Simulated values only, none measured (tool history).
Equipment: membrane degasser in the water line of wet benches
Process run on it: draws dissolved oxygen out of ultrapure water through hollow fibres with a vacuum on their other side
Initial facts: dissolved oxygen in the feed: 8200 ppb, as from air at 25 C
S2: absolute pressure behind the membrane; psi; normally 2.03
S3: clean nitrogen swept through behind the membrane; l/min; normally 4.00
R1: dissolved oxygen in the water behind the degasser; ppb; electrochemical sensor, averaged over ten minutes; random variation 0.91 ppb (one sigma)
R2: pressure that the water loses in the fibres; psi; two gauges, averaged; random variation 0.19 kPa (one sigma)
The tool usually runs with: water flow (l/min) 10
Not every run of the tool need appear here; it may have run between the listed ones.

run 1 hour=0.0 | water_flow_(l/min)=10 S2=2.03 S3=4.00 | R1=87.2 R2=5.976
run 2 hour=34.4 | water_flow_(l/min)=10 S2=2.03 S3=4.00 | R1=88.0 R2=5.984
run 3 hour=60.8 | water_flow_(l/min)=10 S2=2.03 S3=4.00 | R1=87.8 R2=5.942
run 4 hour=90.3 | water_flow_(l/min)=10 S2=2.03 S3=4.00 | R1=87.3 R2=5.964
run 5 hour=120.6 | water_flow_(l/min)=10 S2=2.03 S3=4.00 | R1=86.9 R2=5.942
run 6 hour=165.0 | water_flow_(l/min)=10 S2=2.03 S3=4.00 | R1=89.4 R2=5.994
-- hour=178.8 seals of the vacuum lines changed
run 7 hour=206.6 | water_flow_(l/min)=10 S2=2.03 S3=4.00 | R1=86.8 R2=5.947
run 8 hour=235.2 | water_flow_(l/min)=10 S2=2.03 S3=4.00 | R1=85.2 R2=6.022
run 9 hour=264.6 | water_flow_(l/min)=10 S2=2.03 S3=4.00 | R1=87.7 R2=6.025
run 10 hour=307.9 | water_flow_(l/min)=10 S2=2.03 S3=4.00 | R1=87.8 R2=5.967
run 11 hour=342.8 | water_flow_(l/min)=10 S2=2.03 S3=4.00 | R1=86.6 R2=5.997
run 12 hour=373.3 | water_flow_(l/min)=10 S2=2.03 S3=4.00 | R1=86.5 R2=5.983
run 13 hour=403.9 | water_flow_(l/min)=10 S2=2.03 S3=4.00 | R1=87.4 R2=5.997
run 14 hour=436.9 | water_flow_(l/min)=10 S2=2.74 S3=4.00 | R1=118.3 R2=5.948
-- hour=440.4 vacuum gauge calibrated
run 15 hour=471.2 | water_flow_(l/min)=10 S2=2.74 S3=4.00 | R1=118.5 R2=5.984
run 16 hour=507.8 | water_flow_(l/min)=10 S2=2.74 S3=4.00 | R1=118.2 R2=5.935
run 17 hour=530.9 | water_flow_(l/min)=10 S2=2.74 S3=4.00 | R1=118.2 R2=5.960
run 18 hour=565.4 | water_flow_(l/min)=10 S2=1.83 S3=2.92 | R1=100.2 R2=6.013
run 19 hour=597.2 | water_flow_(l/min)=10 S2=1.83 S3=2.92 | R1=101.7 R2=6.013
run 20 hour=637.2 | water_flow_(l/min)=10 S2=1.33 S3=2.92 | R1=71.9 R2=5.992
-- hour=679.3 vacuum gauge calibrated, once more
run 21 hour=684.0 | water_flow_(l/min)=10 S2=1.73 S3=7.78 | R1=48.7 R2=6.002
run 22 hour=722.7 | water_flow_(l/min)=16 S2=1.80 S3=2.11 | R1=275.4 R2=9.677
run 23 hour=765.7 | water_flow_(l/min)=16 S2=1.80 S3=2.11 | R1=269.2 R2=9.619
run 24 hour=800.3 | water_flow_(l/min)=10 S2=3.87 S3=2.05 | R1=291.3 R2=5.970
run 25 hour=839.2 | water_flow_(l/min)=10 S2=3.87 S3=2.05 | R1=288.5 R2=5.999
run 26 hour=881.6 | water_flow_(l/min)=13 S2=2.07 S3=4.00 | R1=146.7 R2=7.818
run 27 hour=913.9 | water_flow_(l/min)=13 S2=2.07 S3=4.00 | R1=143.6 R2=7.833
run 28 hour=942.0 | water_flow_(l/min)=14 S2=2.03 S3=1.83 | R1=271.2 R2=8.454

What if the next run were any one of these 5? Each begins from the tool's condition after run 28:
run A hour=963.1 | water_flow_(l/min)=10 S2=2.94 S3=7.32 | R1=? R2=?
run B hour=963.1 | water_flow_(l/min)=7 S2=4.05 S3=4.66 | R1=? R2=?
run C hour=963.1 | water_flow_(l/min)=6 S2=2.70 S3=1.83 | R1=? R2=?
run D hour=963.1 | water_flow_(l/min)=10 S2=2.03 S3=1.83 | R1=? R2=?
run E hour=963.1 | water_flow_(l/min)=10 S2=3.16 S3=4.00 | R1=? R2=?

run=A R1=78.2 R2=6.016
run=B R1=96.6 R2=4.186
run=C R1=127.0 R2=3.638
run=D R1=160.0 R2=6.016
run=E R1=132.8 R2=6.039
Had the tool no hidden state, the same runs would have come out as:
run=A R1=76.5 R2=5.942
run=B R1=95.9 R2=4.135
run=C R1=126.2 R2=3.594
run=D R1=157.9 R2=5.942
run=E R1=131.0 R2=5.965

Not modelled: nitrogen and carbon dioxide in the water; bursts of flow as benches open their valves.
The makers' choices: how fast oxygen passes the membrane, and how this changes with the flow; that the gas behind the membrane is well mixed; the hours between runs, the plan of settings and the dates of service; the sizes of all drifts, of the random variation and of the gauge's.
